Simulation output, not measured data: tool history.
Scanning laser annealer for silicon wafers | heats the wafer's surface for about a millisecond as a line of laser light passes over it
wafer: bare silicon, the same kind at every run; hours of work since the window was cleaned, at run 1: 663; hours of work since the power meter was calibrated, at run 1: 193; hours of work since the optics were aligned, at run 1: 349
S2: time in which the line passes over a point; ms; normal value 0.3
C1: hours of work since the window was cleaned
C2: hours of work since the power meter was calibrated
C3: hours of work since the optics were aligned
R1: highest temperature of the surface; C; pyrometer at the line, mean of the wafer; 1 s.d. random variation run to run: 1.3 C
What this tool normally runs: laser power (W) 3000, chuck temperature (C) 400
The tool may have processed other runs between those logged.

{"run": 1, "hour": 0.0, "laser power (W)": 3000, "S2": 0.3, "chuck temperature (C)": 400, "C1": 663, "C2": 193, "C3": 349, "R1": 1103}
{"run": 2, "hour": 11.2, "laser power (W)": 3000, "S2": 0.3, "chuck temperature (C)": 400, "C1": 669, "C2": 200, "C3": 355, "R1": 1101}
{"run": 3, "hour": 20.2, "laser power (W)": 3000, "S2": 0.3, "chuck temperature (C)": 400, "C1": 675, "C2": 205, "C3": 360, "R1": 1100}
{"run": 4, "hour": 35.1, "laser power (W)": 3000, "S2": 0.281, "chuck temperature (C)": 400, "C1": 683, "C2": 213, "C3": 369, "R1": 1080}
{"run": 5, "hour": 45.3, "laser power (W)": 3000, "S2": 0.3, "chuck temperature (C)": 375, "C1": 689, "C2": 219, "C3": 375, "R1": 1077}
{"hour": 55.5, "done": "window over the wafer cleaned"}
{"run": 6, "hour": 60.4, "laser power (W)": 3000, "S2": 0.3, "chuck temperature (C)": 375, "C1": 3, "C2": 227, "C3": 383, "R1": 1103}
{"run": 7, "hour": 75.7, "laser power (W)": 3000, "S2": 0.3, "chuck temperature (C)": 412, "C1": 12, "C2": 236, "C3": 391, "R1": 1138}
{"run": 8, "hour": 83.6, "laser power (W)": 3000, "S2": 0.3, "chuck temperature (C)": 412, "C1": 16, "C2": 240, "C3": 396, "R1": 1138}
{"run": 9, "hour": 94.8, "laser power (W)": 3000, "S2": 0.3, "chuck temperature (C)": 412, "C1": 23, "C2": 247, "C3": 402, "R1": 1139}
{"run": 10, "hour": 106.4, "laser power (W)": 3000, "S2": 0.3, "chuck temperature (C)": 412, "C1": 30, "C2": 254, "C3": 409, "R1": 1140}
{"run": 11, "hour": 115.4, "laser power (W)": 3000, "S2": 0.3, "chuck temperature (C)": 400, "C1": 35, "C2": 259, "C3": 414, "R1": 1125}
{"run": 12, "hour": 123.4, "laser power (W)": 3000, "S2": 0.225, "chuck temperature (C)": 400, "C1": 39, "C2": 264, "C3": 419, "R1": 1034}
{"run": 13, "hour": 134.1, "laser power (W)": 3000, "S2": 0.3, "chuck temperature (C)": 400, "C1": 46, "C2": 270, "C3": 425, "R1": 1126}
{"run": 14, "hour": 145.3, "laser power (W)": 3000, "S2": 0.3, "chuck temperature (C)": 400, "C1": 52, "C2": 276, "C3": 432, "R1": 1126}
{"run": 15, "hour": 156.7, "laser power (W)": 2808, "S2": 0.3, "chuck temperature (C)": 380, "C1": 59, "C2": 283, "C3": 438, "R1": 1063}
{"run": 16, "hour": 170.5, "laser power (W)": 3193, "S2": 0.269, "chuck temperature (C)": 392, "C1": 67, "C2": 291, "C3": 446, "R1": 1121}
{"run": 17, "hour": 182.4, "laser power (W)": 2604, "S2": 0.359, "chuck temperature (C)": 410, "C1": 74, "C2": 298, "C3": 453, "R1": 1098}
{"run": 18, "hour": 192.2, "laser power (W)": 3019, "S2": 0.362, "chuck temperature (C)": 439, "C1": 79, "C2": 303, "C3": 459, "R1": 1233}
{"run": 19, "hour": 204.1, "laser power (W)": 3156, "S2": 0.296, "chuck temperature (C)": 431, "C1": 86, "C2": 310, "C3": 466, "R1": 1185}
{"run": 20, "hour": 214.4, "laser power (W)": 3156, "S2": 0.296, "chuck temperature (C)": 431, "C1": 92, "C2": 316, "C3": 472, "R1": 1186}
{"run": 21, "hour": 228.8, "laser power (W)": 2716, "S2": 0.256, "chuck temperature (C)": 386, "C1": 100, "C2": 325, "C3": 480, "R1": 1001}
{"run": 22, "hour": 240.6, "laser power (W)": 2662, "S2": 0.3, "chuck temperature (C)": 400, "C1": 107, "C2": 331, "C3": 487, "R1": 1047}
{"run": 23, "hour": 248.0, "laser power (W)": 2662, "S2": 0.244, "chuck temperature (C)": 403, "C1": 112, "C2": 336, "C3": 491, "R1": 992}
{"run": 24, "hour": 255.6, "laser power (W)": 2662, "S2": 0.244, "chuck temperature (C)": 403, "C1": 116, "C2": 340, "C3": 496, "R1": 991}
{"run": 25, "hour": 267.9, "laser power (W)": 3201, "S2": 0.224, "chuck temperature (C)": 362, "C1": 123, "C2": 347, "C3": 503, "R1": 1032}

Below are 3 alternative next runs, each starting from the tool's condition after run 25. Predict each:
{"run": "A", "hour": 279.1, "laser power (W)": 3000, "S2": 0.3, "chuck temperature (C)": 400, "C1": 130, "C2": 354, "C3": 509, "R1": "?"}
{"run": "B", "hour": 279.1, "laser power (W)": 2796, "S2": 0.376, "chuck temperature (C)": 432, "C1": 130, "C2": 354, "C3": 509, "R1": "?"}
{"run": "C", "hour": 279.1, "laser power (W)": 2750, "S2": 0.211, "chuck temperature (C)": 399, "C1": 130, "C2": 354, "C3": 509, "R1": "?"}

run=A R1=1120
run=B R1=1181
run=C R1=965
Had the tool no hidden state, the same runs would have come out as:
run=A R1=1129
run=B R1=1191
run=C R1=972
